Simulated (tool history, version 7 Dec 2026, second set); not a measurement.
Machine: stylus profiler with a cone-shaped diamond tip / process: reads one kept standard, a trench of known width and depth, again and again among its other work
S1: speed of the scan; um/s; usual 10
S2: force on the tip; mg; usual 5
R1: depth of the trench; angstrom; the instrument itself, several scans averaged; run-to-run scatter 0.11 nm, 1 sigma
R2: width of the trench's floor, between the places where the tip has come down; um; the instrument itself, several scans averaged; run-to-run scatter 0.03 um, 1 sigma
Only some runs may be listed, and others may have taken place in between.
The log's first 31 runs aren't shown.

run 32 hour=1176.8 | S1=5 S2=10.53 | R1=2069.3 R2=17.34
run 33 hour=1204.3 | S1=5 S2=10.53 | R1=2072.1 R2=17.32
run 34 hour=1251.3 | S1=5 S2=10.53 | R1=2072.2 R2=17.29
run 35 hour=1292.2 | S1=12 S2=1.75 | R1=2024.1 R2=17.17
run 36 hour=1332.2 | S1=12 S2=1.75 | R1=2025 R2=17.2
run 37 hour=1374.4 | S1=12 S2=1.75 | R1=2025.4 R2=17.1
run 38 hour=1401.9 | S1=11 S2=2.8 | R1=2032.6 R2=17.1
run 39 hour=1423.7 | S1=4 S2=2.23 | R1=2027.8 R2=17.19
run 40 hour=1465.2 | S1=6 S2=6.95 | R1=2056.3 R2=17.08
run 41 hour=1510.1 | S1=6 S2=6.95 | R1=2057.3 R2=17.04
run 42 hour=1554.2 | S1=28 S2=2.79 | R1=2034.9 R2=17
run 43 hour=1585.4 | S1=31 S2=5.79 | R1=2048.6 R2=17
run 44 hour=1610.9 | S1=31 S2=5.79 | R1=2053 R2=17
run 45 hour=1640.8 | S1=3 S2=9.04 | R1=2069.3 R2=16.97
run 46 hour=1688.4 | S1=18 S2=3.36 | R1=2037.8 R2=16.84

Forecast each of these 4 alternatives for the next run:
run A hour=1721.9 | S1=6 S2=7.69 | R1=? R2=?
run B hour=1721.9 | S1=17 S2=3.59 | R1=? R2=?
run C hour=1721.9 | S1=3 S2=12.89 | R1=? R2=?
run D hour=1721.9 | S1=14 S2=3.36 | R1=? R2=?

run=A R1=2062.9 R2=16.95
run=B R1=2039.7 R2=16.87
run=C R1=2084.8 R2=16.94
run=D R1=2038.3 R2=16.87
Without the tool's hidden state the same runs would have given:
run=A R1=2056.6 R2=18.06
run=B R1=2033.4 R2=17.98
run=C R1=2078.5 R2=18.05
run=D R1=2032.1 R2=17.98

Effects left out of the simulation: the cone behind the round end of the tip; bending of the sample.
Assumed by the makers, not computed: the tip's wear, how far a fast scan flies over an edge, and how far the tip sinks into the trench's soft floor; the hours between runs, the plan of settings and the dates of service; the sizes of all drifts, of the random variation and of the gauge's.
